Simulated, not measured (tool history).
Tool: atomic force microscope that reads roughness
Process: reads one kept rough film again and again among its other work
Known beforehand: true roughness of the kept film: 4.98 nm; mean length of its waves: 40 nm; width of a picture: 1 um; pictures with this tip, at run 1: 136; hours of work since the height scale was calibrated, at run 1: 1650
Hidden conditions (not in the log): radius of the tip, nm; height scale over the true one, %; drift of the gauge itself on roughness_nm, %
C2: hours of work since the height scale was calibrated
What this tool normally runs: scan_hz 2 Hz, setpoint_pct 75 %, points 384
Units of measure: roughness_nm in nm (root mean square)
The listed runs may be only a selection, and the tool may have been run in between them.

run 1 hour=0 | scan_hz=2 setpoint_pct=75 points=384 | pictures_with_this_tip=136 C2=1650 | roughness_nm=3.833
-- hour=41.2 new tip fitted
run 2 hour=49.5 | scan_hz=2 setpoint_pct=75 points=384 | pictures_with_this_tip=15 C2=1679 | roughness_nm=4.051
run 3 hour=122.1 | scan_hz=2 setpoint_pct=75 points=384 | pictures_with_this_tip=147 C2=1721 | roughness_nm=3.845
-- hour=163.2 new tip fitted
run 4 hour=190.5 | scan_hz=2 setpoint_pct=75 points=384 | pictures_with_this_tip=49 C2=1760 | roughness_nm=4.004
run 5 hour=223.6 | scan_hz=1.28 setpoint_pct=75 points=384 | pictures_with_this_tip=110 C2=1779 | roughness_nm=4.097
run 6 hour=257.3 | scan_hz=1.28 setpoint_pct=75 points=384 | pictures_with_this_tip=171 C2=1799 | roughness_nm=3.989
-- hour=278.6 new tip fitted
run 7 hour=298.7 | scan_hz=1.28 setpoint_pct=75 points=384 | pictures_with_this_tip=36 C2=1823 | roughness_nm=4.221
run 8 hour=345.4 | scan_hz=1.28 setpoint_pct=75 points=384 | pictures_with_this_tip=121 C2=1850 | roughness_nm=4.035
-- hour=398.8 new tip fitted
run 9 hour=413.8 | scan_hz=1.28 setpoint_pct=75 points=384 | pictures_with_this_tip=28 C2=1889 | roughness_nm=4.267
run 10 hour=479.5 | scan_hz=1.24 setpoint_pct=75 points=384 | pictures_with_this_tip=147 C2=1927 | roughness_nm=4.024
-- hour=518.7 new tip fitted
run 11 hour=557.4 | scan_hz=2 setpoint_pct=75 points=384 | pictures_with_this_tip=70 C2=1972 | roughness_nm=3.996
run 12 hour=591.1 | scan_hz=2 setpoint_pct=76 points=384 | pictures_with_this_tip=131 C2=1992 | roughness_nm=3.857
run 13 hour=630.2 | scan_hz=0.51 setpoint_pct=73 points=304 | pictures_with_this_tip=202 C2=2014 | roughness_nm=4.146
-- hour=636.6 new tip fitted
run 14 hour=707.2 | scan_hz=2.43 setpoint_pct=56 points=263 | pictures_with_this_tip=129 C2=2059 | roughness_nm=4.178
run 15 hour=744.9 | scan_hz=2.43 setpoint_pct=56 points=263 | pictures_with_this_tip=197 C2=2081 | roughness_nm=4.076
-- hour=754.2 new tip fitted
run 16 hour=791.5 | scan_hz=2.43 setpoint_pct=56 points=263 | pictures_with_this_tip=68 C2=2107 | roughness_nm=4.298
run 17 hour=839.8 | scan_hz=2 setpoint_pct=75 points=400 | pictures_with_this_tip=156 C2=2135 | roughness_nm=3.856
-- hour=873 new tip fitted
run 18 hour=915.9 | scan_hz=1.28 setpoint_pct=88 points=571 | pictures_with_this_tip=78 C2=2179 | roughness_nm=3.905
run 19 hour=965.9 | scan_hz=1.28 setpoint_pct=88 points=571 | pictures_with_this_tip=169 C2=2208 | roughness_nm=3.751
-- hour=989.2 new tip fitted
run 20 hour=1043.3 | scan_hz=0.67 setpoint_pct=55 points=378 | pictures_with_this_tip=98 C2=2253 | roughness_nm=4.362
run 21 hour=1100 | scan_hz=1.88 setpoint_pct=64 points=522 | pictures_with_this_tip=201 C2=2286 | roughness_nm=4.005
-- hour=1105.5 new tip fitted
run 22 hour=1144.2 | scan_hz=2 setpoint_pct=79 points=476 | pictures_with_this_tip=71 C2=2311 | roughness_nm=3.869

Forecast each of these 3 alternatives for the next run:
run A hour=1213.5 | scan_hz=0.77 setpoint_pct=77 points=773 | pictures_with_this_tip=197 C2=2351 | roughness_nm=?
run B hour=1213.5 | scan_hz=2 setpoint_pct=79 points=317 | pictures_with_this_tip=197 C2=2351 | roughness_nm=?
run C hour=1213.5 | scan_hz=0.86 setpoint_pct=72 points=752 | pictures_with_this_tip=197 C2=2351 | roughness_nm=?

run=A roughness_nm=4.071
run=B roughness_nm=3.638
run=C roughness_nm=4.059
Take away the tool's hidden state, keep each run's random variation, and the runs would have read:
run=A roughness_nm=4.364
run=B roughness_nm=3.899
run=C roughness_nm=4.351

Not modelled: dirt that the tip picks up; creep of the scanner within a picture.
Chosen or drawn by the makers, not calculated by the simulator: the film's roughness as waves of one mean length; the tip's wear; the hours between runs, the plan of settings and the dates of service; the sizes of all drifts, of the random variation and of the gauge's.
